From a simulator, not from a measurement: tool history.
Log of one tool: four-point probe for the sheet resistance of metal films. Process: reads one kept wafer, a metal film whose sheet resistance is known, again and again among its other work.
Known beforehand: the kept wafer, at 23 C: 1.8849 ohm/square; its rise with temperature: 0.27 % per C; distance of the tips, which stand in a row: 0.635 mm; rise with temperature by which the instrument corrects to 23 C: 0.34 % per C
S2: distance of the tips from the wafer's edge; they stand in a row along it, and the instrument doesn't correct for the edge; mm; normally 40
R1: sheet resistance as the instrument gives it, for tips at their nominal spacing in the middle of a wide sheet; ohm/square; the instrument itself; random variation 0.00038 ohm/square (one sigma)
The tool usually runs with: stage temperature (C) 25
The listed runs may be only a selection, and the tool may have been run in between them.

Run 1, hour 0: usual settings. Result: R1 1.895094 ohm/square.
Run 2, hour 38.9: usual settings. Result: R1 1.895038 ohm/square.
Run 3, hour 102.1: usual settings. Result: R1 1.895241 ohm/square.
Run 4, hour 144.4: usual settings. Result: R1 1.895741 ohm/square.
Run 5, hour 181.7: usual settings. Result: R1 1.89556 ohm/square.
Run 6, hour 227.1: usual settings. Result: R1 1.89505 ohm/square.
Run 7, hour 280.9: usual settings. Result: R1 1.895876 ohm/square.
Run 8, hour 318.6: usual settings but stage temperature (C) 31, S2 6 mm. Result: R1 1.900343 ohm/square.
Run 9, hour 358.8: usual settings but stage temperature (C) 20, S2 3 mm. Result: R1 1.947079 ohm/square.
Run 10, hour 396.2: usual settings but stage temperature (C) 20, S2 3 mm. Result: R1 1.946852 ohm/square.
Run 11, hour 436.1: usual settings but stage temperature (C) 26. Result: R1 1.895237 ohm/square.

3 options for the next run, each taken on its own from the tool as it stands now. Forecast them:
At hour 444.8: stage's thermometer calibrated.
Run A, hour 469.5: usual settings but stage temperature (C) 24, S2 17 mm. Result: R1 ?.
At hour 444.8: stage's thermometer calibrated.
Run B, hour 469.5: usual settings but stage temperature (C) 34, S2 58 mm. Result: R1 ?.
At hour 444.8: stage's thermometer calibrated.
Run C, hour 469.5: usual settings but S2 58 mm. Result: R1 ?.

run        R1
  A  1.897161
  B  1.884205
  C  1.894155
Without the tool's hidden state the same runs would have given:
run        R1
  A  1.884879
  B  1.872006
  C  1.881891

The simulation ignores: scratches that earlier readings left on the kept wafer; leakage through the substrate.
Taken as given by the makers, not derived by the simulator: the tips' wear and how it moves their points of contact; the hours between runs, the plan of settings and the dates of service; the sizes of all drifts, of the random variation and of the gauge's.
